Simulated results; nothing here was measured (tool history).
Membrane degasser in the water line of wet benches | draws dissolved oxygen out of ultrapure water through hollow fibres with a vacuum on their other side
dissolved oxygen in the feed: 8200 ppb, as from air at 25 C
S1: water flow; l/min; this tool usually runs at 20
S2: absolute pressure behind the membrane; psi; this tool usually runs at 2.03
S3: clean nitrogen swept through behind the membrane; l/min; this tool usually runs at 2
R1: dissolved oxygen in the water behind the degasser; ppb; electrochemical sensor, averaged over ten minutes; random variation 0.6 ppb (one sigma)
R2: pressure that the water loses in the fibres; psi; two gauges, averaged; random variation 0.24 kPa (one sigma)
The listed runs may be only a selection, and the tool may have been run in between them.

run 1 hour=0 | S1=20 S2=2.03 S3=2 | R1=262.5 R2=9.662
run 2 hour=191.8 | S1=20 S2=2.03 S3=2 | R1=262.2 R2=9.641
run 3 hour=377.8 | S1=20 S2=2.03 S3=4.52 | R1=128.7 R2=9.68
run 4 hour=513 | S1=20 S2=1.58 S3=4.52 | R1=96.6 R2=9.696
run 5 hour=628.6 | S1=20 S2=1.58 S3=4.52 | R1=96.4 R2=9.673
run 6 hour=782.8 | S1=20 S2=1.58 S3=2.9 | R1=140.8 R2=9.71
run 7 hour=902.7 | S1=20 S2=2.03 S3=2 | R1=263.5 R2=9.702
run 8 hour=1032.4 | S1=20 S2=2.03 S3=2 | R1=264 R2=9.702
run 9 hour=1183.2 | S1=20 S2=2.03 S3=2 | R1=264.4 R2=9.715
run 10 hour=1370.7 | S1=20 S2=2.03 S3=2 | R1=264 R2=9.736
run 11 hour=1561.3 | S1=18 S2=2.03 S3=2 | R1=236.6 R2=8.753
-- hour=1573.8 vacuum gauge calibrated
run 12 hour=1775.3 | S1=23 S2=3.09 S3=3.75 | R1=285.5 R2=11.174
run 13 hour=1950.9 | S1=15 S2=2.03 S3=2 | R1=198.2 R2=7.352
-- hour=2136.3 vacuum gauge calibrated, once more
run 14 hour=2136.3 | S1=15 S2=2.03 S3=2 | R1=196.4 R2=7.322
run 15 hour=2230 | S1=15 S2=2.25 S3=2 | R1=221.9 R2=7.33
run 16 hour=2438 | S1=17 S2=1.7 S3=0.88 | R1=363 R2=8.28

What does the tool deliver on the next run?
run 17 hour=2608.1 | S1=26 S2=1.7 S3=3.77 | R1=? R2=?

Run 17 came out at R1 173.2 ppb, R2 12.657 psi.
With no hidden state in the tool, this same run would have given R1 164.2 ppb, R2 12.053 psi.
